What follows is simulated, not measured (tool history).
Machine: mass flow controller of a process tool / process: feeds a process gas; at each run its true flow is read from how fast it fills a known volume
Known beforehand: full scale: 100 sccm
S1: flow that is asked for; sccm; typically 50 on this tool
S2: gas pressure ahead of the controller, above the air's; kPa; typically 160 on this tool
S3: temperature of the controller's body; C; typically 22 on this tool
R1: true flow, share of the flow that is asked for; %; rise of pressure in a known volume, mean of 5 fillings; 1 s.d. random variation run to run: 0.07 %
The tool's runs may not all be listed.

run    hour  S1   S2  S3     R1
  1     0.0  50  160  22  98.29
  2   102.8  10  160  22  97.17
  3   208.7  10  160  22  97.27
  4   355.4  10  160  22  96.96
  5   478.2  10  160  22  97.06
  6   568.6  10  160  22  96.95
  7   721.5  50  160  22  97.80
  8   869.9  50  160  22  97.71
  9   945.7  50  160  22  97.81
 10  1043.0  50  160  22  97.80
 11  1127.1  50  160  22  97.66
 12  1273.8  50  160  22  97.60
 13  1401.8  50  160  22  97.47
 14  1478.1  50  273  22  97.75
 15  1613.8  50  273  22  97.84
 16  1757.0  50  160  22  97.39
 17  1902.1  50  160  22  97.26
 18  2053.1  50  154  22  97.32
 19  2156.6  50  154  22  97.04
 20  2237.0  50  154  22  97.13
     2249.9  -- gauge calibrated
 21  2400.0  50  154  22  98.26
 22  2521.4  50  160  26  98.55
 23  2614.0  50  235  22  98.49
 24  2685.9  50  235  22  98.40
 25  2822.1  50  161  27  98.49
 26  2952.2  50  183  21  97.92
 27  3107.7  57  208  37  99.58
 28  3265.0  45  174  37  99.08
 29  3337.2  45  174  37  99.05
 30  3454.3  45  174  37  99.08
 31  3596.7  64  249  40  99.98
 32  3738.3  14  199  28  97.24
 33  3882.9  11  242  40  98.23
 34  4041.6  40  264  27  97.92
 35  4187.4  42  144  32  97.92
 36  4354.7  42  144  32  97.86
 37  4485.3  42  144  32  97.74
 38  4554.7  14  158  22  96.17
 39  4687.2  42  157  34  98.01
 40  4810.0  42  157  34  97.82
 41  4896.6  23  209  31  97.17
 42  5022.2  80  163  22  97.52
 43  5144.1  18  151  34  97.09
 44  5309.1  40  186  35  97.70
 45  5459.3  34  267  27  96.93
 46  5538.0  50  205  26  97.02
 47  5705.7  50  205  26  96.91

Forecast each of these 4 alternatives for the next run:
     5796.1  -- controller's zero set anew
  A  5849.3  50  173  28   ?
     5796.1  -- controller's zero set anew
  B  5849.3  16  212  24   ?
     5796.1  -- controller's zero set anew
  C  5849.3  50  189  26   ?
     5796.1  -- controller's zero set anew
  D  5849.3  80  177  26   ?

run     R1
  A  96.82
  B  95.68
  C  96.81
  D  97.34
With no hidden state in the tool, these same runs would have given:
run     R1
  A  98.87
  B  97.70
  C  98.85
  D  99.40
